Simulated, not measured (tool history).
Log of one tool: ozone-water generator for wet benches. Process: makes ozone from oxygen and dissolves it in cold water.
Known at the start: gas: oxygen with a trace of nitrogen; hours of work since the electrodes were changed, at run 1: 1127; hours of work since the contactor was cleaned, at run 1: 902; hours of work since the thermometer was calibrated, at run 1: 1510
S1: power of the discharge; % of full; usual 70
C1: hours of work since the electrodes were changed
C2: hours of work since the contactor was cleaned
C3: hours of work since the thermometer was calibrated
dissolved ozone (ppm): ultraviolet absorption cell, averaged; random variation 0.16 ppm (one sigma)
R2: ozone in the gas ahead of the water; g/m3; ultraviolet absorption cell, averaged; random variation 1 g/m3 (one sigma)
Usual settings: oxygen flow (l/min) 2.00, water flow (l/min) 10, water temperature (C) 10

{"run": 1, "day": 0.0, "S1": 70, "oxygen flow (l/min)": 2.0, "water flow (l/min)": 10, "water temperature (C)": 10, "C1": 1127, "C2": 902, "C3": 1510, "dissolved ozone (ppm)": 19.4, "R2": 177.2}
{"run": 2, "day": 3.421, "S1": 70, "oxygen flow (l/min)": 2.0, "water flow (l/min)": 12, "water temperature (C)": 10, "C1": 1191, "C2": 967, "C3": 1575, "dissolved ozone (ppm)": 16.2, "R2": 174.8}
{"run": 3, "day": 6.154, "S1": 70, "oxygen flow (l/min)": 2.0, "water flow (l/min)": 12, "water temperature (C)": 10, "C1": 1243, "C2": 1018, "C3": 1626, "dissolved ozone (ppm)": 16.1, "R2": 173.8}
{"run": 4, "day": 9.062, "S1": 70, "oxygen flow (l/min)": 2.0, "water flow (l/min)": 8, "water temperature (C)": 10, "C1": 1297, "C2": 1073, "C3": 1681, "dissolved ozone (ppm)": 23.6, "R2": 174.4}
{"run": 5, "day": 12.362, "S1": 70, "oxygen flow (l/min)": 2.0, "water flow (l/min)": 8, "water temperature (C)": 10, "C1": 1359, "C2": 1135, "C3": 1743, "dissolved ozone (ppm)": 23.8, "R2": 175.8}
{"run": 6, "day": 14.825, "S1": 70, "oxygen flow (l/min)": 2.0, "water flow (l/min)": 8, "water temperature (C)": 10, "C1": 1406, "C2": 1182, "C3": 1790, "dissolved ozone (ppm)": 23.8, "R2": 172.5}
{"run": 7, "day": 17.304, "S1": 70, "oxygen flow (l/min)": 2.0, "water flow (l/min)": 8, "water temperature (C)": 10, "C1": 1453, "C2": 1228, "C3": 1836, "dissolved ozone (ppm)": 23.5, "R2": 174.1}
{"run": 8, "day": 20.017, "S1": 70, "oxygen flow (l/min)": 1.08, "water flow (l/min)": 10, "water temperature (C)": 10, "C1": 1504, "C2": 1280, "C3": 1887, "dissolved ozone (ppm)": 17.2, "R2": 246.6}
{"run": 9, "day": 22.833, "S1": 70, "oxygen flow (l/min)": 2.0, "water flow (l/min)": 10, "water temperature (C)": 10, "C1": 1557, "C2": 1333, "C3": 1940, "dissolved ozone (ppm)": 19.1, "R2": 170.9}
{"run": 10, "day": 24.758, "S1": 70, "oxygen flow (l/min)": 2.0, "water flow (l/min)": 10, "water temperature (C)": 10, "C1": 1593, "C2": 1369, "C3": 1977, "dissolved ozone (ppm)": 18.9, "R2": 172.0}
{"run": 11, "day": 26.646, "S1": 70, "oxygen flow (l/min)": 2.0, "water flow (l/min)": 10, "water temperature (C)": 10, "C1": 1629, "C2": 1404, "C3": 2012, "dissolved ozone (ppm)": 18.9, "R2": 170.3}
{"run": 12, "day": 29.558, "S1": 70, "oxygen flow (l/min)": 2.0, "water flow (l/min)": 12, "water temperature (C)": 10, "C1": 1684, "C2": 1459, "C3": 2067, "dissolved ozone (ppm)": 15.7, "R2": 173.5}
{"run": 13, "day": 32.179, "S1": 70, "oxygen flow (l/min)": 2.0, "water flow (l/min)": 8, "water temperature (C)": 10, "C1": 1733, "C2": 1509, "C3": 2117, "dissolved ozone (ppm)": 23.2, "R2": 171.6}
{"run": 14, "day": 35.538, "S1": 70, "oxygen flow (l/min)": 2.0, "water flow (l/min)": 8, "water temperature (C)": 10, "C1": 1796, "C2": 1572, "C3": 2180, "dissolved ozone (ppm)": 23.1, "R2": 172.4}
{"run": 15, "day": 37.9, "S1": 70, "oxygen flow (l/min)": 2.0, "water flow (l/min)": 8, "water temperature (C)": 10, "C1": 1841, "C2": 1616, "C3": 2224, "dissolved ozone (ppm)": 23.0, "R2": 169.7}
{"run": 16, "day": 40.221, "S1": 70, "oxygen flow (l/min)": 2.0, "water flow (l/min)": 8, "water temperature (C)": 10, "C1": 1884, "C2": 1660, "C3": 2268, "dissolved ozone (ppm)": 23.0, "R2": 169.6}
{"run": 17, "day": 42.242, "S1": 70, "oxygen flow (l/min)": 2.0, "water flow (l/min)": 6, "water temperature (C)": 10, "C1": 1923, "C2": 1698, "C3": 2306, "dissolved ozone (ppm)": 28.6, "R2": 171.0}
{"run": 18, "day": 45.483, "S1": 70, "oxygen flow (l/min)": 2.0, "water flow (l/min)": 6, "water temperature (C)": 10, "C1": 1984, "C2": 1759, "C3": 2367, "dissolved ozone (ppm)": 28.6, "R2": 168.7}
{"run": 19, "day": 47.171, "S1": 55, "oxygen flow (l/min)": 1.9, "water flow (l/min)": 7, "water temperature (C)": 7, "C1": 2015, "C2": 1791, "C3": 2399, "dissolved ozone (ppm)": 23.2, "R2": 153.1}
{"run": 20, "day": 50.021, "S1": 55, "oxygen flow (l/min)": 1.9, "water flow (l/min)": 7, "water temperature (C)": 7, "C1": 2069, "C2": 1845, "C3": 2453, "dissolved ozone (ppm)": 23.5, "R2": 152.5}
{"run": 21, "day": 52.029, "S1": 69, "oxygen flow (l/min)": 1.13, "water flow (l/min)": 6, "water temperature (C)": 7, "C1": 2107, "C2": 1883, "C3": 2491, "dissolved ozone (ppm)": 28.6, "R2": 232.6}
{"run": 22, "day": 55.492, "S1": 69, "oxygen flow (l/min)": 1.13, "water flow (l/min)": 6, "water temperature (C)": 7, "C1": 2172, "C2": 1948, "C3": 2556, "dissolved ozone (ppm)": 28.3, "R2": 231.2}
{"run": 23, "day": 58.954, "S1": 70, "oxygen flow (l/min)": 2.0, "water flow (l/min)": 14, "water temperature (C)": 6, "C1": 2238, "C2": 2013, "C3": 2621, "dissolved ozone (ppm)": 13.6, "R2": 166.6}
{"run": 24, "day": 62.258, "S1": 70, "oxygen flow (l/min)": 2.0, "water flow (l/min)": 14, "water temperature (C)": 6, "C1": 2300, "C2": 2075, "C3": 2683, "dissolved ozone (ppm)": 13.1, "R2": 168.1}
{"run": 25, "day": 63.908, "S1": 42, "oxygen flow (l/min)": 2.0, "water flow (l/min)": 11, "water temperature (C)": 10, "C1": 2331, "C2": 2107, "C3": 2715, "dissolved ozone (ppm)": 12.7, "R2": 127.9}

Forecast run 26:
{"run": 26, "day": 66.433, "S1": 42, "oxygen flow (l/min)": 2.0, "water flow (l/min)": 12, "water temperature (C)": 10, "C1": 2378, "C2": 2154, "C3": 2762, "dissolved ozone (ppm)": "?", "R2": "?"}

{"run 26": {"dissolved ozone (ppm)": 11.5, "R2": 127.3}}
Without the tool's hidden state the same run would have given dissolved ozone (ppm) 12.6, R2 136.0 g/m3.
